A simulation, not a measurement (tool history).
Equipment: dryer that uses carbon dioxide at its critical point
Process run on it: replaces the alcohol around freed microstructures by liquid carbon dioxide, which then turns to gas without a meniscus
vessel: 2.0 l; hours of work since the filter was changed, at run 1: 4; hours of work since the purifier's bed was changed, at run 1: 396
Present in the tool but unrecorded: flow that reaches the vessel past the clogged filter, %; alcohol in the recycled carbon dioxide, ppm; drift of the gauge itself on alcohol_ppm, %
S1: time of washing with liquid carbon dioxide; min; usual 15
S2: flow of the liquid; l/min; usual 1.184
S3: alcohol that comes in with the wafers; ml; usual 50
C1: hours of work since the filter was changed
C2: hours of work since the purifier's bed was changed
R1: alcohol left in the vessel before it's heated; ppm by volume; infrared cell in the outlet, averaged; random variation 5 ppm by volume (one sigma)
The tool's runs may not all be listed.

run	day	S1	S2	S3	C1	C2	R1
1	0	15	1.184	50	4	396	115
2	1.071	15	1.184	50	12	404	116
3	2.283	15	1.184	45	21	412	117
4	3.654	15	1.184	45	30	422	108
5	4.292	21	1.184	45	35	427	96
6	5.496	21	1.184	45	44	436	86
7	6.471	15	1.184	27	51	443	113
8	7.696	15	1.184	27	60	452	108
9	8.354	15	1.184	27	64	456	122
10	9.538	15	1.184	50	73	465	131
11	10.725	15	1.184	50	82	473	133
12	11.796	15	1.184	50	89	481	148
13	13.029	15	1.11	50	98	490	145
14	13.821	15	1.11	50	104	496	144
15	14.992	15	1.11	50	112	504	150
16	16.042	15	1.07	50	120	512	161
17	17.029	15	1.07	50	127	519	176
18	18.321	15	1.07	50	136	528	178
19	19.296	15	1.07	50	144	535	179
20	20.071	15	1.55	50	149	541	110
21	20.704	16	1.69	113	154	546	111
22	22.088	13	1.184	20	164	556	157
23	23	18	1.54	115	170	562	110
24	24.308	18	1.54	115	180	572	115
25	25.708	18	1.54	115	190	582	129
26	27.167	13	1.77	55	200	592	130
27	28.583	13	1.77	37	211	603	132
28	29.479	18	0.88	113	217	609	317
29	30.846	13	0.88	42	227	619	466
30	32.004	22	1.26	115	235	627	134
# day 32.354: inlet filter changed
31	32.912	15	1.27	50	4	634	161
32	33.767	22	1.43	50	10	640	130
33	34.604	20	1.78	50	16	646	130
34	35.867	18	1.184	115	25	655	148
35	37.362	18	1.184	115	36	666	149
36	38.167	10	1.44	50	42	672	252

Take each entry between the runs: how does the hidden state at the last listed run before it differ from the hidden state at the first listed run after it?
Runs 30 to 31: inlet filter changed (day 32.354)
  flow that reaches the vessel past the clogged filter, %: 92.9 -> 99.6; alcohol in the recycled carbon dioxide, ppm: 125.4 -> 126.6
  measured minus no-state result, R1: +123 -> +123 ppm by volume
